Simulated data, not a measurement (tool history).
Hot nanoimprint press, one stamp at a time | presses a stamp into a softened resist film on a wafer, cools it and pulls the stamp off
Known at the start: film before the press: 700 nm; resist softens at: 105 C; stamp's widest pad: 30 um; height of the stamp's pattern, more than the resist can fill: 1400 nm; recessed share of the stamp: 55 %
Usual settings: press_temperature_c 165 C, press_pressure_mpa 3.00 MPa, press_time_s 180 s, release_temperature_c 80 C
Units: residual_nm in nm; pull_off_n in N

run 1 hour=0.0 | press_temperature_c=165 press_pressure_mpa=3.00 press_time_s=180 release_temperature_c=80 | residual_nm=377.8 pull_off_n=491
-- hour=45.5 stamp cleaned and given a new release coat
run 2 hour=74.9 | press_temperature_c=165 press_pressure_mpa=3.00 press_time_s=180 release_temperature_c=80 | residual_nm=376.9 pull_off_n=243
run 3 hour=142.9 | press_temperature_c=165 press_pressure_mpa=3.00 press_time_s=180 release_temperature_c=80 | residual_nm=376.5 pull_off_n=283
run 4 hour=173.8 | press_temperature_c=165 press_pressure_mpa=3.00 press_time_s=180 release_temperature_c=80 | residual_nm=376.1 pull_off_n=293
run 5 hour=212.5 | press_temperature_c=165 press_pressure_mpa=2.28 press_time_s=180 release_temperature_c=80 | residual_nm=412.1 pull_off_n=310
run 6 hour=259.4 | press_temperature_c=165 press_pressure_mpa=2.28 press_time_s=180 release_temperature_c=80 | residual_nm=410.3 pull_off_n=332
run 7 hour=323.8 | press_temperature_c=165 press_pressure_mpa=2.28 press_time_s=180 release_temperature_c=80 | residual_nm=409.7 pull_off_n=358
run 8 hour=386.7 | press_temperature_c=165 press_pressure_mpa=2.28 press_time_s=180 release_temperature_c=80 | residual_nm=409.9 pull_off_n=396
-- hour=392.6 plate thermocouple calibrated
run 9 hour=435.5 | press_temperature_c=165 press_pressure_mpa=2.28 press_time_s=180 release_temperature_c=80 | residual_nm=412.0 pull_off_n=401
run 10 hour=498.2 | press_temperature_c=165 press_pressure_mpa=4.32 press_time_s=180 release_temperature_c=80 | residual_nm=331.3 pull_off_n=428
run 11 hour=531.6 | press_temperature_c=165 press_pressure_mpa=4.32 press_time_s=180 release_temperature_c=80 | residual_nm=330.7 pull_off_n=467
-- hour=590.3 stamp cleaned and given a new release coat
run 12 hour=591.8 | press_temperature_c=165 press_pressure_mpa=3.00 press_time_s=180 release_temperature_c=80 | residual_nm=374.7 pull_off_n=222
run 13 hour=657.3 | press_temperature_c=165 press_pressure_mpa=3.00 press_time_s=180 release_temperature_c=80 | residual_nm=374.0 pull_off_n=260
run 14 hour=702.2 | press_temperature_c=165 press_pressure_mpa=3.00 press_time_s=180 release_temperature_c=80 | residual_nm=373.9 pull_off_n=278
-- hour=742.8 press's hydraulic seals changed and the load cell set to zero
run 15 hour=756.3 | press_temperature_c=165 press_pressure_mpa=3.00 press_time_s=180 release_temperature_c=80 | residual_nm=363.3 pull_off_n=303
run 16 hour=823.5 | press_temperature_c=165 press_pressure_mpa=3.00 press_time_s=180 release_temperature_c=80 | residual_nm=362.7 pull_off_n=332
-- hour=863.9 plate thermocouple calibrated
run 17 hour=895.4 | press_temperature_c=165 press_pressure_mpa=3.00 press_time_s=226 release_temperature_c=80 | residual_nm=338.8 pull_off_n=373
run 18 hour=956.2 | press_temperature_c=165 press_pressure_mpa=3.09 press_time_s=226 release_temperature_c=79 | residual_nm=334.6 pull_off_n=415
run 19 hour=996.7 | press_temperature_c=157 press_pressure_mpa=2.13 press_time_s=180 release_temperature_c=84 | residual_nm=531.6 pull_off_n=393
run 20 hour=1033.8 | press_temperature_c=157 press_pressure_mpa=2.13 press_time_s=143 release_temperature_c=80 | residual_nm=557.0 pull_off_n=446
run 21 hour=1078.4 | press_temperature_c=163 press_pressure_mpa=2.13 press_time_s=221 release_temperature_c=82 | residual_nm=416.5 pull_off_n=436
run 22 hour=1122.1 | press_temperature_c=167 press_pressure_mpa=3.00 press_time_s=126 release_temperature_c=80 | residual_nm=385.1 pull_off_n=471
-- hour=1142.3 stamp cleaned and given a new release coat
run 23 hour=1173.1 | press_temperature_c=163 press_pressure_mpa=1.88 press_time_s=227 release_temperature_c=71 | residual_nm=427.0 pull_off_n=290
run 24 hour=1204.6 | press_temperature_c=163 press_pressure_mpa=1.88 press_time_s=227 release_temperature_c=71 | residual_nm=426.3 pull_off_n=290
run 25 hour=1234.8 | press_temperature_c=163 press_pressure_mpa=1.88 press_time_s=227 release_temperature_c=71 | residual_nm=425.8 pull_off_n=317
run 26 hour=1282.2 | press_temperature_c=165 press_pressure_mpa=3.45 press_time_s=90 release_temperature_c=87 | residual_nm=437.3 pull_off_n=258
-- hour=1327.1 plate thermocouple calibrated
run 27 hour=1339.0 | press_temperature_c=165 press_pressure_mpa=3.45 press_time_s=90 release_temperature_c=87 | residual_nm=445.3 pull_off_n=282
run 28 hour=1396.8 | press_temperature_c=169 press_pressure_mpa=3.15 press_time_s=111 release_temperature_c=65 | residual_nm=372.8 pull_off_n=426
run 29 hour=1426.9 | press_temperature_c=165 press_pressure_mpa=2.39 press_time_s=180 release_temperature_c=80 | residual_nm=401.3 pull_off_n=366

Forecast each of these 5 alternatives for the next run:
run A hour=1488.3 | press_temperature_c=165 press_pressure_mpa=2.39 press_time_s=333 release_temperature_c=80 | residual_nm=? pull_off_n=?
run B hour=1488.3 | press_temperature_c=165 press_pressure_mpa=1.81 press_time_s=180 release_temperature_c=80 | residual_nm=? pull_off_n=?
run C hour=1488.3 | press_temperature_c=165 press_pressure_mpa=2.39 press_time_s=238 release_temperature_c=78 | residual_nm=? pull_off_n=?
run D hour=1488.3 | press_temperature_c=165 press_pressure_mpa=3.00 press_time_s=218 release_temperature_c=80 | residual_nm=? pull_off_n=?
run E hour=1488.3 | press_temperature_c=165 press_pressure_mpa=3.48 press_time_s=107 release_temperature_c=71 | residual_nm=? pull_off_n=?

run=A residual_nm=319.9 pull_off_n=389
run=B residual_nm=438.0 pull_off_n=381
run=C residual_nm=363.5 pull_off_n=401
run=D residual_nm=345.6 pull_off_n=399
run=E residual_nm=420.0 pull_off_n=449
Without the tool's hidden state the same runs would have given:
run=A residual_nm=319.6 pull_off_n=234
run=B residual_nm=438.3 pull_off_n=229
run=C residual_nm=363.2 pull_off_n=241
run=D residual_nm=344.6 pull_off_n=238
run=E residual_nm=418.5 pull_off_n=270
